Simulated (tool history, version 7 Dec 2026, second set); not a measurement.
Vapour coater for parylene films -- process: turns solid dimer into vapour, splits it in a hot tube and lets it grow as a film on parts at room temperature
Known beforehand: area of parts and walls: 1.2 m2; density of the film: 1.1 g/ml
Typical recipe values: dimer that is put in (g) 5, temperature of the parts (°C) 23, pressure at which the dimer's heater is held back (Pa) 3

| run | day | dimer that is put in (g) | temperature of the parts (°C) | pressure at which the dimer's heater is held back (Pa) | thickness of the film (µm) |
|---|---|---|---|---|---|
| 1 | 0 | 5 | 23 | 3 | 2.88 |
| 2 | 0.367 | 5 | 23 | 3 | 2.88 |
| 3 | 0.696 | 5 | 23 | 3 | 2.84 |
| 4 | 0.962 | 5 | 26 | 3 | 2.52 |
| 5 | 1.308 | 5 | 23 | 2.23 | 3.04 |
| 6 | 1.871 | 5 | 23 | 2.23 | 3.04 |
| 7 | 2.217 | 5 | 27 | 3 | 2.43 |
| 8 | 2.671 | 5 | 27 | 3 | 2.33 |
| 9 | 3.229 | 5 | 27 | 3 | 2.35 |
| 10 | 3.696 | 5 | 23 | 3 | 2.83 |
| 11 | 4.317 | 5 | 23 | 3 | 2.82 |
| 12 | 4.929 | 5 | 23 | 3 | 2.8 |
| 13 | 5.317 | 5 | 23 | 3 | 2.87 |
| 14 | 5.692 | 5 | 23 | 3 | 2.88 |
| 15 | 5.979 | 5 | 23 | 3 | 2.78 |
| 16 | 6.262 | 5 | 23 | 3 | 2.8 |
| 17 | 6.746 | 5 | 23 | 3 | 2.82 |
| 18 | 7.096 | 5 | 23 | 3 | 2.81 |
| 19 | 7.592 | 5 | 33 | 3 | 1.81 |
| 20 | 7.975 | 5 | 33 | 2.85 | 1.85 |
| 21 | 8.483 | 5 | 23 | 3 | 2.85 |
| 22 | 9.004 | 3 | 23 | 3 | 1.69 |
| 23 | 9.358 | 3 | 23 | 3 | 1.68 |
| 24 | 9.721 | 3 | 23 | 3 | 1.68 |
| 25 | 9.983 | 3 | 23 | 3 | 1.67 |
| 26 | 10.304 | 6 | 23 | 8.42 | 2.77 |
| 27 | 10.871 | 5 | 23 | 3.63 | 2.68 |
| 28 | 11.367 | 7 | 27 | 5.28 | 2.92 |
| 29 | 11.817 | 5 | 23 | 2.57 | 2.91 |
| 30 | 12.446 | 5 | 23 | 10.31 | 2.23 |
| 31 | 12.85 | 2 | 28 | 10.63 | 0.66 |
| 32 | 13.312 | 3 | 17 | 3.83 | 2.05 |
| 33 | 13.908 | 3 | 17 | 3.83 | 2.04 |
| 34 | 14.35 | 3 | 20 | 3.58 | 1.83 |
| 35 | 14.654 | 3 | 20 | 3.58 | 1.86 |
| 36 | 15.254 | 3 | 20 | 3.58 | 1.82 |
| 37 | 15.688 | 3 | 20 | 3.58 | 1.82 |
| 38 | 16.204 | 8 | 19 | 3.6 | 5.07 |
| 39 | 16.662 | 8 | 23 | 3 | 4.37 |
| 40 | 17.121 | 2 | 28 | 9 | 0.71 |
| 41 | 17.579 | 2 | 28 | 9 | 0.69 |
| 42 | 18.033 | 5 | 23 | 2.93 | 2.71 |
| 43 | 18.329 | 4 | 18 | 3.88 | 2.6 |
| 44 | 18.883 | 7 | 21 | 2.27 | 4.37 |
| 45 | 19.267 | 7 | 21 | 2.27 | 4.44 |
| 46 | 19.842 | 6 | 34 | 3.78 | 1.9 |
| 47 | 20.392 | 2 | 34 | 2.12 | 0.73 |

What if the next run were any one of these 3? Each begins from the tool's condition after run 47:
| A | 21 | 2 | 34 | 2.12 | ? |
| B | 21 | 8 | 34 | 2.12 | ? |
| C | 21 | 4 | 30 | 2.12 | ? |

| run | thickness of the film (µm) |
|---|---|
| A | 0.69 |
| B | 2.83 |
| C | 1.65 |
What these runs would have given with no unlogged condition in the tool:
| run | thickness of the film (µm) |
|---|---|
| A | 0.77 |
| B | 3.15 |
| C | 1.84 |

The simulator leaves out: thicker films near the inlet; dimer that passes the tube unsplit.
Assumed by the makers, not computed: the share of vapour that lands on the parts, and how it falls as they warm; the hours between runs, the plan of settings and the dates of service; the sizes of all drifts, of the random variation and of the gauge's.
